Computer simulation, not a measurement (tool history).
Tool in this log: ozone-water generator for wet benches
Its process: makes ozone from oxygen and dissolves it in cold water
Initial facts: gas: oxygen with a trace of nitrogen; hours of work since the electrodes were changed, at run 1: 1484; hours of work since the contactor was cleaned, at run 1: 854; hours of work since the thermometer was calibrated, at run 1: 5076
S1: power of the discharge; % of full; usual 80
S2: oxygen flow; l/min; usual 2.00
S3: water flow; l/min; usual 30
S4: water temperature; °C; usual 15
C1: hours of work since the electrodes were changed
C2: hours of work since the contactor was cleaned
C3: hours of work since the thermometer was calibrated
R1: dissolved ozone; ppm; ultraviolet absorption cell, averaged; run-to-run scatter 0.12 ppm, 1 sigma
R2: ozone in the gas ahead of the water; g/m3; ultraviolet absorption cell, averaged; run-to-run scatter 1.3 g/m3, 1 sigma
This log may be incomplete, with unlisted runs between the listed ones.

run,day,S1,S2,S3,S4,C1,C2,C3,R1,R2
1,0.000,80,2.00,30,15,1484,854,5076,9.6,240.1
2,3.738,80,2.00,30,15,1570,940,5162,9.6,238.9
3,5.750,80,2.00,30,15,1616,986,5209,9.6,237.8
4,8.662,80,2.00,20,15,1683,1053,5276,14.4,238.5
5,12.875,80,2.00,20,15,1780,1150,5373,14.1,237.1
6,16.462,80,2.00,30,18,1863,1233,5455,9.1,236.1
# day 16.929: contactor cleaned
7,18.538,80,2.00,30,18,1907,37,5499,9.3,235.4
8,21.088,80,2.00,24,16,1965,96,5558,11.7,236.9
9,25.533,80,3.32,24,15,2068,198,5660,13.1,175.9
10,28.492,80,1.36,37,15,2136,266,5728,6.5,293.5
11,32.067,61,1.28,37,15,2218,348,5811,5.5,257.6
# day 33.038: water thermometer calibrated
12,35.929,60,1.55,36,15,2306,437,67,5.8,227.4
# day 37.579: contactor cleaned, once more
13,38.392,50,1.55,36,16,2359,19,119,5.6,202.5
14,42.071,80,2.77,23,14,2444,103,204,13.4,192.9

Consider 4 possible next runs. They are alternatives, not a sequence: every one starts from the tool as it was left by run 14. What does each give?
A,44.050,80,2.00,44,15,2489,149,250,?,?
B,44.050,80,2.77,21,14,2489,149,250,?,?
C,44.050,96,2.00,36,15,2489,149,250,?,?
D,44.050,75,2.00,34,15,2489,149,250,?,?

run,R1,R2
A,6.0,231.1
B,14.3,193.2
C,8.4,254.2
D,8.0,222.9
With the hidden condition removed and each run's random variation left untouched, the same runs would have given:
run,R1,R2
A,6.6,251.0
B,15.6,209.7
C,9.2,278.4
D,8.6,241.3
